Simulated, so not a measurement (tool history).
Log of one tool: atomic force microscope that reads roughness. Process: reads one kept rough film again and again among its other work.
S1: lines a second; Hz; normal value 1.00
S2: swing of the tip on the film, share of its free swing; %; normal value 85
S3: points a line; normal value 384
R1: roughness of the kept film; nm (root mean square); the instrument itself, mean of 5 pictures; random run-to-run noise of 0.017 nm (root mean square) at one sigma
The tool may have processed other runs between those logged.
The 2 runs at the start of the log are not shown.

{"hour": 55.5, "done": "new tip fitted"}
{"run": 3, "hour": 86.2, "S1": 0.99, "S2": 85, "S3": 272, "R1": 4.047}
{"run": 4, "hour": 116.5, "S1": 3.96, "S2": 85, "S3": 384, "R1": 2.983}
{"run": 5, "hour": 155.7, "S1": 1.0, "S2": 85, "S3": 384, "R1": 3.792}
{"run": 6, "hour": 193.5, "S1": 1.0, "S2": 85, "S3": 384, "R1": 3.674}
{"hour": 196.8, "done": "new tip fitted"}
{"run": 7, "hour": 215.0, "S1": 1.0, "S2": 85, "S3": 384, "R1": 4.038}
{"run": 8, "hour": 239.8, "S1": 1.0, "S2": 85, "S3": 384, "R1": 3.999}
{"run": 9, "hour": 265.5, "S1": 0.99, "S2": 85, "S3": 384, "R1": 3.912}
{"run": 10, "hour": 308.6, "S1": 0.99, "S2": 85, "S3": 384, "R1": 3.801}
{"hour": 340.3, "done": "new tip fitted"}
{"run": 11, "hour": 346.6, "S1": 0.99, "S2": 85, "S3": 384, "R1": 4.098}
{"run": 12, "hour": 384.8, "S1": 1.32, "S2": 85, "S3": 384, "R1": 3.832}
{"run": 13, "hour": 417.1, "S1": 1.32, "S2": 85, "S3": 384, "R1": 3.702}
{"run": 14, "hour": 461.8, "S1": 1.32, "S2": 85, "S3": 384, "R1": 3.629}
{"hour": 482.8, "done": "new tip fitted"}
{"run": 15, "hour": 489.4, "S1": 1.0, "S2": 85, "S3": 384, "R1": 4.114}
{"run": 16, "hour": 519.2, "S1": 1.0, "S2": 81, "S3": 359, "R1": 4.056}
{"hour": 524.2, "done": "height scale calibrated on a step standard"}
{"run": 17, "hour": 558.1, "S1": 1.0, "S2": 81, "S3": 359, "R1": 3.949}
{"run": 18, "hour": 601.8, "S1": 1.0, "S2": 81, "S3": 294, "R1": 3.812}
{"run": 19, "hour": 622.5, "S1": 1.0, "S2": 58, "S3": 506, "R1": 3.978}
{"hour": 625.3, "done": "new tip fitted"}
{"run": 20, "hour": 667.0, "S1": 3.74, "S2": 84, "S3": 821, "R1": 3.122}
{"hour": 672.1, "done": "height scale calibrated on a step standard, once more"}
{"run": 21, "hour": 696.1, "S1": 1.0, "S2": 71, "S3": 741, "R1": 4.113}
{"run": 22, "hour": 718.9, "S1": 1.0, "S2": 72, "S3": 515, "R1": 4.041}
{"run": 23, "hour": 756.7, "S1": 1.0, "S2": 72, "S3": 515, "R1": 3.908}
{"hour": 767.1, "done": "new tip fitted"}
{"run": 24, "hour": 782.7, "S1": 1.67, "S2": 86, "S3": 515, "R1": 3.79}
{"run": 25, "hour": 801.5, "S1": 2.22, "S2": 86, "S3": 377, "R1": 3.486}

Forecast run 26:
{"run": 26, "hour": 822.7, "S1": 2.22, "S2": 86, "S3": 377, "R1": "?"}

Run 26 yielded R1 3.441 nm (root mean square).
Without the tool's hidden state the same run would have given R1 3.608 nm (root mean square).
